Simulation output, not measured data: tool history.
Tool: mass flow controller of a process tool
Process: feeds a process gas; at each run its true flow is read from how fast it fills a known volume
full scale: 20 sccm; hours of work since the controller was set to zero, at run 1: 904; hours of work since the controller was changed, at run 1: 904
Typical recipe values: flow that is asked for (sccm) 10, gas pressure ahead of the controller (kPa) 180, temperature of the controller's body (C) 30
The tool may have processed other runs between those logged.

run	hour	flow that is asked for (sccm)	gas pressure ahead of the controller (kPa)	temperature of the controller's body (C)	hours of work since the controller was set to zero	hours of work since the controller was changed	true flow (%)
1	0	10	180	30	904	904	100.13
2	34.1	10	180	27	921	921	99.84
3	93.4	10	180	27	949	949	99.87
4	145.7	10	180	27	973	973	99.85
5	182.1	10	180	27	991	991	99.89
6	252.4	10	180	27	1024	1024	99.77
7	300.1	10	180	30	1047	1047	100.26
8	340.5	10	180	30	1066	1066	100.23
9	371.2	10	180	30	1080	1080	100.15
10	402.8	10	180	30	1095	1095	100.21
11	459.6	10	180	30	1122	1122	100.26
12	499.2	10	180	30	1141	1141	100.28
13	536.4	10	180	30	1159	1159	100.15
# hour 543: controller's zero set anew
14	598.2	15	156	30	26	1188	100.7
15	668	15	156	30	59	1221	100.78
16	715.2	15	276	40	82	1243	102.11
17	746.5	3	149	25	96	1258	100.22
18	790.6	5	250	31	117	1279	100.66
# hour 815.6: controller's zero set anew, once more
19	829.4	10	180	29	7	1297	99.82
20	875.9	10	180	29	29	1319	99.77
21	920.4	10	180	29	50	1340	99.85
22	957.8	3	152	30	67	1358	99.34
23	992.6	4	215	30	84	1374	99.62
24	1035.9	11	156	25	104	1395	99.52

Predict the results of run 25:
25	1089.5	7	214	40	130	1420	?

{"run 25": {"true flow (%)": 100.96}}
On a tool with no hidden condition, and with the same random variation, this run would have come out at true flow (%) 100.51.

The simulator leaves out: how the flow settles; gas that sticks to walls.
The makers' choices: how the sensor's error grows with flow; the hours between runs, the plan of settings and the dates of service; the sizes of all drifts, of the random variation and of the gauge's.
